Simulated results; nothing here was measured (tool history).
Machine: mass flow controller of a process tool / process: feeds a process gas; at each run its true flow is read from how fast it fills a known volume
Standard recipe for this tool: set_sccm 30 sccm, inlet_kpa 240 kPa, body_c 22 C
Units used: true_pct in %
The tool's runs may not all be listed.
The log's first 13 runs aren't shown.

run    hour  set_sccm  inlet_kpa  body_c  true_pct
 14   960.8        30        201      22     98.72
 15  1066.1        30        201      22     98.73
 16  1114.1        30        201      22     98.78
 17    1211        30        201      35    100.24
 18  1303.6        30        240      20     98.67
 19  1385.1        47        240      22     99.87
 20  1489.5         7        273      26     98.48
 21  1570.8        25        149      34     99.66
 22  1658.7         7        240      22     97.83
 23  1754.1        11        183      22     97.79
 24  1801.8         6        240      22      97.8
 25  1911.7        19        279      40    100.81
 26  2018.2        14        197      39     99.99
 27  2087.4        34        197      26     99.38
 28  2177.6        34        197      26     99.35
 29  2263.9        14        141      40     99.91
 30  2309.7         6        147      27     97.97
 31  2394.3         6        147      27     98.13
 32  2443.9         6        222      33     99.18
 33  2516.6         5        174      32      98.6
 34  2618.3        11        174      25     98.16
 35  2680.8        15        142      22     97.71
 36  2739.2        27        239      32     99.85

Alternative continuations, all from the tool just after run 36; predict every row:
  A  2843.6        31        260      30         ?
  B  2843.6        24        239      32         ?
  C  2843.6        30        240      31         ?
  D  2843.6        27        239      36         ?

run  true_pct
  A     99.95
  B     99.86
  C     99.98
  D     100.4
Without the tool's hidden state the same runs would have given:
run  true_pct
  A     99.95
  B     99.85
  C     99.98
  D     100.4
